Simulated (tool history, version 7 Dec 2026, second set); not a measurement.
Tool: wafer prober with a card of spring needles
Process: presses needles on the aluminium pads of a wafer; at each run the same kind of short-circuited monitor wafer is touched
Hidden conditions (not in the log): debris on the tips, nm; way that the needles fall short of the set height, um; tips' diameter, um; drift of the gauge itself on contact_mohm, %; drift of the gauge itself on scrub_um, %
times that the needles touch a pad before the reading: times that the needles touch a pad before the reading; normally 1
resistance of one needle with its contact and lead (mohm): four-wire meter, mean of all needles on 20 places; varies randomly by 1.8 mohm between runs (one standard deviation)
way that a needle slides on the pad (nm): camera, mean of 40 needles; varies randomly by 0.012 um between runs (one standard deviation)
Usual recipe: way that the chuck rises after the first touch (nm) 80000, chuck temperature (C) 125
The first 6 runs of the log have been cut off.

run	hour	way that the chuck rises after the first touch (nm)	chuck temperature (C)	times that the needles touch a pad before the reading	touches since the tips were cleaned	cleanings since the card got new needles	touches since the first contact's height was set	resistance of one needle with its contact and lead (mohm)	way that a needle slides on the pad (nm)
7	200.6	80000	37	1	6024	58	106126	167	22350
# hour 204.2: tips cleaned on abrasive film
# hour 236.6: height of the first contact set anew
# hour 241.7: tips cleaned on abrasive film
8	253.2	80000	37	1	2281	60	3279	168	22370
# hour 274.8: tips cleaned on abrasive film
9	285.0	80000	37	1	2010	61	9527	167	22390
# hour 308.0: tips cleaned on abrasive film
10	321.7	80000	37	1	2715	62	16767	172	22400
# hour 342.4: tips cleaned on abrasive film
11	369.9	73000	125	1	5438	63	26273	185	20470
# hour 377.4: tips cleaned on abrasive film
12	406.8	80000	125	1	5804	64	33541	180	22450
# hour 414.4: tips cleaned on abrasive film
# hour 447.6: tips cleaned on abrasive film
13	452.0	80000	125	1	883	66	42438	181	22510
# hour 481.0: tips cleaned on abrasive film
14	482.6	80000	125	1	319	67	48458	179	22530
15	508.4	80000	125	1	5404	67	53543	187	22520
# hour 516.2: tips cleaned on abrasive film
16	539.0	100000	125	1	4507	68	59587	183	28200
# hour 551.0: tips cleaned on abrasive film
# hour 586.5: tips cleaned on abrasive film
17	588.8	79000	27	1	463	70	69385	169	22280
# hour 620.7: tips cleaned on abrasive film
18	623.1	79000	27	1	476	71	76136	167	22330
# hour 655.1: tips cleaned on abrasive film
19	668.3	79000	27	1	2614	72	85043	168	22330
# hour 691.7: tips cleaned on abrasive film
20	694.0	68000	123	2	444	73	90097	183	19240
# hour 726.3: tips cleaned on abrasive film
21	729.3	62000	56	2	606	74	97068	171	17580
# hour 760.6: tips cleaned on abrasive film
22	760.6	92000	125	2	0	75	103217	184	26100
23	790.0	92000	125	2	5813	75	109030	183	26080
# hour 797.7: tips cleaned on abrasive film
# hour 811.5: height of the first contact set anew
24	828.6	80000	34	1	6038	76	3377	166	22740
# hour 831.1: tips cleaned on abrasive film
# hour 845.3: gauge calibrated
# hour 867.4: tips cleaned on abrasive film
25	876.8	99000	60	1	1862	78	12871	171	27520
# hour 900.8: tips cleaned on abrasive film
26	916.0	80000	117	1	3002	79	20588	182	22270
# hour 936.5: tips cleaned on abrasive film
# hour 970.2: tips cleaned on abrasive film
27	970.2	80000	117	1	0	81	31274	184	22310
# hour 1006.4: tips cleaned on abrasive film
28	1013.9	80000	117	1	1487	82	39875	181	22310
# hour 1040.3: tips cleaned on abrasive film
29	1049.8	80000	117	1	1880	83	46952	181	22320
# hour 1075.0: tips cleaned on abrasive film
30	1088.3	80000	37	1	2637	84	54543	167	22360

What if the next run were any one of these 5? Each begins from the tool's condition after run 30:
# hour 1110.5: tips cleaned on abrasive film
A	1141.4	80000	103	1	6109	85	65020	?	?
# hour 1110.5: tips cleaned on abrasive film
B	1141.4	90000	49	3	6109	85	65020	?	?
# hour 1110.5: tips cleaned on abrasive film
C	1141.4	70000	125	1	6109	85	65020	?	?
# hour 1110.5: tips cleaned on abrasive film
D	1141.4	80000	37	2	6109	85	65020	?	?
# hour 1110.5: tips cleaned on abrasive film
E	1141.4	89000	125	2	6109	85	65020	?	?

run	resistance of one needle with its contact and lead (mohm)	way that a needle slides on the pad (nm)
A	181	22390
B	167	25190
C	184	19590
D	166	22390
E	183	24920
Stripped of hidden state, with their random variation kept, the same runs would have yielded:
run	resistance of one needle with its contact and lead (mohm)	way that a needle slides on the pad (nm)
A	180	22210
B	167	24990
C	183	19430
D	165	22210
E	183	24710

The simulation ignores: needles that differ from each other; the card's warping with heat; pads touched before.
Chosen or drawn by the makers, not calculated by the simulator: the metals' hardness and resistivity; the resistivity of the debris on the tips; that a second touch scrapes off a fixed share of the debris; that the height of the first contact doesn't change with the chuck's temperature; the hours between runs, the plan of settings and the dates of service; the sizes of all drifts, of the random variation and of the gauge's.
